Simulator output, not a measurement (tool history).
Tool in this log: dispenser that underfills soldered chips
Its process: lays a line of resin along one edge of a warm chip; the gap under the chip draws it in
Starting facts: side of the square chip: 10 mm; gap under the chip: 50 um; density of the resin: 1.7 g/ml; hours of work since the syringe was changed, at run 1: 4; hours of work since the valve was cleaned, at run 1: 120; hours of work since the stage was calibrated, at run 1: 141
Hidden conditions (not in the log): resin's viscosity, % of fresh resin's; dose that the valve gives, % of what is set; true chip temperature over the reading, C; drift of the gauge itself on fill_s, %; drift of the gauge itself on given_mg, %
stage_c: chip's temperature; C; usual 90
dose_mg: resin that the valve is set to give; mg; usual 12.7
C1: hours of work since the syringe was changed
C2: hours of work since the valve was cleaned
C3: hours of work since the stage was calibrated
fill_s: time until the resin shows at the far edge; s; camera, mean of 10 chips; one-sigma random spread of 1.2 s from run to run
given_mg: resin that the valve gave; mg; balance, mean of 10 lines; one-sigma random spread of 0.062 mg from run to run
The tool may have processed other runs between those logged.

{"run": 1, "day": 0.0, "stage_c": 90, "dose_mg": 12.7, "C1": 4, "C2": 120, "C3": 141, "fill_s": 149.2, "given_mg": 12.04}
{"day": 0.192, "done": "new syringe of resin"}
{"run": 2, "day": 0.208, "stage_c": 90, "dose_mg": 12.3, "C1": 0, "C2": 123, "C3": 143, "fill_s": 127.5, "given_mg": 11.63}
{"run": 3, "day": 0.321, "stage_c": 90, "dose_mg": 15.2, "C1": 2, "C2": 125, "C3": 145, "fill_s": 135.7, "given_mg": 14.42}
{"run": 4, "day": 0.492, "stage_c": 90, "dose_mg": 15.2, "C1": 4, "C2": 128, "C3": 148, "fill_s": 150.2, "given_mg": 14.35}
{"day": 0.621, "done": "new syringe of resin"}
{"run": 5, "day": 0.642, "stage_c": 90, "dose_mg": 15.2, "C1": 0, "C2": 130, "C3": 150, "fill_s": 122.7, "given_mg": 14.32}
{"run": 6, "day": 0.796, "stage_c": 90, "dose_mg": 15.2, "C1": 3, "C2": 132, "C3": 152, "fill_s": 135.7, "given_mg": 14.39}
{"run": 7, "day": 1.025, "stage_c": 90, "dose_mg": 15.2, "C1": 6, "C2": 135, "C3": 155, "fill_s": 159.3, "given_mg": 14.27}
{"day": 1.054, "done": "new syringe of resin"}
{"run": 8, "day": 1.167, "stage_c": 90, "dose_mg": 12.1, "C1": 2, "C2": 137, "C3": 157, "fill_s": 139.8, "given_mg": 11.38}
{"run": 9, "day": 1.262, "stage_c": 90, "dose_mg": 12.1, "C1": 3, "C2": 139, "C3": 159, "fill_s": 148.7, "given_mg": 11.28}
{"run": 10, "day": 1.425, "stage_c": 90, "dose_mg": 12.1, "C1": 5, "C2": 141, "C3": 161, "fill_s": 163.7, "given_mg": 11.34}
{"day": 1.488, "done": "new syringe of resin"}
{"run": 11, "day": 1.571, "stage_c": 90, "dose_mg": 12.1, "C1": 1, "C2": 143, "C3": 163, "fill_s": 136.2, "given_mg": 11.31}
{"day": 1.65, "done": "dispensing valve cleaned and set on the balance"}
{"run": 12, "day": 1.762, "stage_c": 90, "dose_mg": 16.4, "C1": 3, "C2": 2, "C3": 165, "fill_s": 142.1, "given_mg": 16.44}
{"run": 13, "day": 1.929, "stage_c": 82, "dose_mg": 12.7, "C1": 6, "C2": 4, "C3": 168, "fill_s": 238.9, "given_mg": 12.57}
{"day": 1.962, "done": "new syringe of resin"}
{"run": 14, "day": 2.112, "stage_c": 82, "dose_mg": 12.7, "C1": 2, "C2": 7, "C3": 170, "fill_s": 201.2, "given_mg": 12.65}
{"run": 15, "day": 2.225, "stage_c": 93, "dose_mg": 12.7, "C1": 4, "C2": 8, "C3": 172, "fill_s": 130.1, "given_mg": 12.53}
{"run": 16, "day": 2.354, "stage_c": 75, "dose_mg": 11.4, "C1": 6, "C2": 10, "C3": 174, "fill_s": 348.0, "given_mg": 11.2}
{"day": 2.404, "done": "new syringe of resin"}
{"run": 17, "day": 2.525, "stage_c": 75, "dose_mg": 11.4, "C1": 2, "C2": 12, "C3": 176, "fill_s": 291.4, "given_mg": 11.3}
{"run": 18, "day": 2.708, "stage_c": 87, "dose_mg": 15.0, "C1": 4, "C2": 15, "C3": 179, "fill_s": 173.5, "given_mg": 14.73}
{"day": 2.838, "done": "new syringe of resin"}
{"run": 19, "day": 2.896, "stage_c": 96, "dose_mg": 13.1, "C1": 1, "C2": 18, "C3": 181, "fill_s": 97.7, "given_mg": 12.86}
{"run": 20, "day": 3.112, "stage_c": 96, "dose_mg": 12.7, "C1": 4, "C2": 21, "C3": 185, "fill_s": 114.6, "given_mg": 12.46}
{"run": 21, "day": 3.217, "stage_c": 98, "dose_mg": 12.7, "C1": 6, "C2": 23, "C3": 186, "fill_s": 110.6, "given_mg": 12.56}
{"day": 3.271, "done": "new syringe of resin"}
{"run": 22, "day": 3.425, "stage_c": 105, "dose_mg": 12.5, "C1": 2, "C2": 25, "C3": 189, "fill_s": 71.9, "given_mg": 12.34}
{"run": 23, "day": 3.617, "stage_c": 105, "dose_mg": 12.5, "C1": 5, "C2": 28, "C3": 192, "fill_s": 80.6, "given_mg": 12.18}
{"day": 3.708, "done": "new syringe of resin"}
{"run": 24, "day": 3.742, "stage_c": 90, "dose_mg": 12.5, "C1": 0, "C2": 30, "C3": 193, "fill_s": 128.6, "given_mg": 12.33}
{"run": 25, "day": 3.929, "stage_c": 90, "dose_mg": 12.5, "C1": 3, "C2": 33, "C3": 196, "fill_s": 148.0, "given_mg": 12.25}
{"run": 26, "day": 4.033, "stage_c": 90, "dose_mg": 12.5, "C1": 5, "C2": 34, "C3": 198, "fill_s": 158.3, "given_mg": 12.2}
{"day": 4.15, "done": "new syringe of resin"}
{"run": 27, "day": 4.238, "stage_c": 84, "dose_mg": 16.0, "C1": 1, "C2": 37, "C3": 201, "fill_s": 174.2, "given_mg": 15.64}
{"run": 28, "day": 4.371, "stage_c": 84, "dose_mg": 16.0, "C1": 3, "C2": 39, "C3": 203, "fill_s": 188.3, "given_mg": 15.6}
{"run": 29, "day": 4.504, "stage_c": 84, "dose_mg": 16.0, "C1": 5, "C2": 41, "C3": 205, "fill_s": 203.8, "given_mg": 15.64}
{"day": 4.592, "done": "new syringe of resin"}
{"run": 30, "day": 4.721, "stage_c": 84, "dose_mg": 16.0, "C1": 2, "C2": 44, "C3": 208, "fill_s": 178.1, "given_mg": 15.64}

Here are 3 independent what-if runs from the current tool condition. What would each one return?
{"run": "A", "day": 4.933, "stage_c": 102, "dose_mg": 11.8, "C1": 5, "C2": 47, "C3": 211, "fill_s": "?", "given_mg": "?"}
{"run": "B", "day": 4.933, "stage_c": 80, "dose_mg": 12.7, "C1": 5, "C2": 47, "C3": 211, "fill_s": "?", "given_mg": "?"}
{"run": "C", "day": 4.933, "stage_c": 84, "dose_mg": 13.0, "C1": 5, "C2": 47, "C3": 211, "fill_s": "?", "given_mg": "?"}

run=A fill_s=93.4 given_mg=11.48
run=B fill_s=257.9 given_mg=12.43
run=C fill_s=213.5 given_mg=12.60
Had the tool no hidden state, the same runs would have come out as:
run=A fill_s=69.7 given_mg=11.77
run=B fill_s=192.0 given_mg=12.74
run=C fill_s=158.9 given_mg=12.91
